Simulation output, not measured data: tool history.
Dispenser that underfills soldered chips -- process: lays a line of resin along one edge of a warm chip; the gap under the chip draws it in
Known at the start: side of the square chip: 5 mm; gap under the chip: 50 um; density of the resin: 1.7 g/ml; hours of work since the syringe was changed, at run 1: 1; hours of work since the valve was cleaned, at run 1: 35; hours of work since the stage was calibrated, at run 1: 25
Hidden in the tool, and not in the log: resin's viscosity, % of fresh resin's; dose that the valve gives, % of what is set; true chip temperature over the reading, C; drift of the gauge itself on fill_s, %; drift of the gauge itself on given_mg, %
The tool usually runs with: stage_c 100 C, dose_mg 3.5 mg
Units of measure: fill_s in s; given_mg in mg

| run | hour | stage_c | dose_mg | hours of work since the syringe was changed | hours of work since the valve was cleaned | hours of work since the stage was calibrated | fill_s | given_mg |
|---|---|---|---|---|---|---|---|---|
| 1 | 0 | 100 | 3.5 | 1 | 35 | 25 | 12.5 | 3.37 |
| 2 | 5.9 | 100 | 3.5 | 4 | 39 | 28 | 14.8 | 3.36 |
|  | 7.8 | new syringe of resin |
| 3 | 9.6 | 100 | 3.5 | 1 | 41 | 30 | 13.1 | 3.33 |
|  | 16.5 | new syringe of resin |
| 4 | 16.6 | 100 | 3.5 | 0 | 45 | 35 | 12.3 | 3.34 |
|  | 18.7 | dispensing valve cleaned and set on the balance |
| 5 | 24.2 | 90 | 3.5 | 4 | 4 | 39 | 20.8 | 3.5 |
|  | 26.4 | new syringe of resin |
| 6 | 30.1 | 90 | 3.5 | 2 | 7 | 43 | 18.2 | 3.46 |
|  | 35.1 | new syringe of resin |
| 7 | 36.1 | 90 | 3.5 | 1 | 11 | 46 | 16.1 | 3.47 |
| 8 | 41 | 90 | 3.5 | 4 | 14 | 50 | 20 | 3.43 |
|  | 43.7 | new syringe of resin |
| 9 | 45.4 | 100 | 3.5 | 1 | 17 | 52 | 12.4 | 3.45 |
| 10 | 50.2 | 100 | 3.5 | 4 | 20 | 55 | 14.8 | 3.44 |
|  | 52.8 | new syringe of resin |
| 11 | 58.1 | 100 | 3.5 | 3 | 25 | 60 | 14.7 | 3.42 |
|  | 61.8 | new syringe of resin |
| 12 | 63.7 | 100 | 3.5 | 1 | 28 | 64 | 12.6 | 3.41 |
|  | 70.9 | new syringe of resin |
| 13 | 71.2 | 100 | 3.5 | 0 | 33 | 68 | 12.4 | 3.35 |
| 14 | 78.6 | 100 | 3.5 | 5 | 37 | 73 | 15.3 | 3.36 |
|  | 79.6 | new syringe of resin |
| 15 | 86.2 | 100 | 3.5 | 4 | 42 | 78 | 14.2 | 3.38 |
|  | 88.3 | new syringe of resin |
|  | 93.8 | dispensing valve cleaned and set on the balance |
| 16 | 94 | 100 | 3.5 | 3 | 0 | 82 | 14 | 3.48 |
|  | 98.2 | new syringe of resin |
| 17 | 101.3 | 100 | 3.5 | 2 | 5 | 86 | 13.5 | 3.49 |
| 18 | 106 | 100 | 3.5 | 5 | 8 | 89 | 15.5 | 3.45 |
|  | 107.2 | new syringe of resin |
| 19 | 110.8 | 98 | 3.65 | 2 | 11 | 92 | 14.1 | 3.62 |
|  | 116.1 | new syringe of resin |
| 20 | 118.4 | 98 | 3.65 | 1 | 15 | 97 | 13.6 | 3.61 |
| 21 | 122.6 | 112 | 3.21 | 4 | 18 | 100 | 10.6 | 3.18 |
|  | 124.8 | new syringe of resin |
| 22 | 127.2 | 102 | 4.24 | 2 | 21 | 102 | 12.3 | 4.19 |
| 23 | 131.8 | 102 | 3.65 | 5 | 24 | 105 | 14.4 | 3.58 |
|  | 133.8 | new syringe of resin |
| 24 | 135.3 | 102 | 3.65 | 1 | 26 | 107 | 11.8 | 3.56 |
|  | 142.8 | new syringe of resin |
| 25 | 142.9 | 102 | 3.9 | 0 | 30 | 112 | 10.9 | 3.82 |
| 26 | 150.2 | 108 | 4.35 | 5 | 35 | 117 | 11.9 | 4.22 |
|  | 151.5 | new syringe of resin |
| 27 | 155.5 | 99 | 3.49 | 3 | 38 | 120 | 13.6 | 3.36 |
|  | 160.2 | new syringe of resin |
| 28 | 162.2 | 95 | 3.7 | 1 | 43 | 124 | 14.4 | 3.59 |
| 29 | 165.9 | 93 | 3.7 | 4 | 45 | 127 | 17.2 | 3.53 |
|  | 168.8 | dispensing valve cleaned and set on the balance |
|  | 170.2 | new syringe of resin |
| 30 | 172.2 | 115 | 4.23 | 1 | 2 | 130 | 8.2 | 4.24 |
| 31 | 175.8 | 115 | 4.23 | 4 | 4 | 132 | 9.3 | 4.2 |
|  | 179.3 | new syringe of resin |
| 32 | 181.1 | 109 | 4.43 | 1 | 8 | 135 | 9.3 | 4.39 |
| 33 | 184.4 | 92 | 3.91 | 3 | 10 | 138 | 17.8 | 3.9 |
|  | 188.3 | new syringe of resin |
| 34 | 189.4 | 112 | 3.33 | 1 | 13 | 141 | 8.1 | 3.28 |

Below are 4 alternative next runs, each starting from the tool's condition after run 34. Predict each:
| A | 194.5 | 100 | 3.48 | 4 | 16 | 144 | ? | ? |
| B | 194.5 | 111 | 4.42 | 4 | 16 | 144 | ? | ? |
| C | 194.5 | 88 | 3.73 | 4 | 16 | 144 | ? | ? |
| D | 194.5 | 113 | 3.5 | 4 | 16 | 144 | ? | ? |

| run | fill_s | given_mg |
|---|---|---|
| A | 13.9 | 3.44 |
| B | 10.1 | 4.4 |
| C | 20.8 | 3.67 |
| D | 10 | 3.43 |
Without the tool's unlogged condition, the same runs would have read:
| run | fill_s | given_mg |
|---|---|---|
| A | 11.6 | 3.49 |
| B | 8.5 | 4.46 |
| C | 17.5 | 3.73 |
| D | 8.4 | 3.48 |

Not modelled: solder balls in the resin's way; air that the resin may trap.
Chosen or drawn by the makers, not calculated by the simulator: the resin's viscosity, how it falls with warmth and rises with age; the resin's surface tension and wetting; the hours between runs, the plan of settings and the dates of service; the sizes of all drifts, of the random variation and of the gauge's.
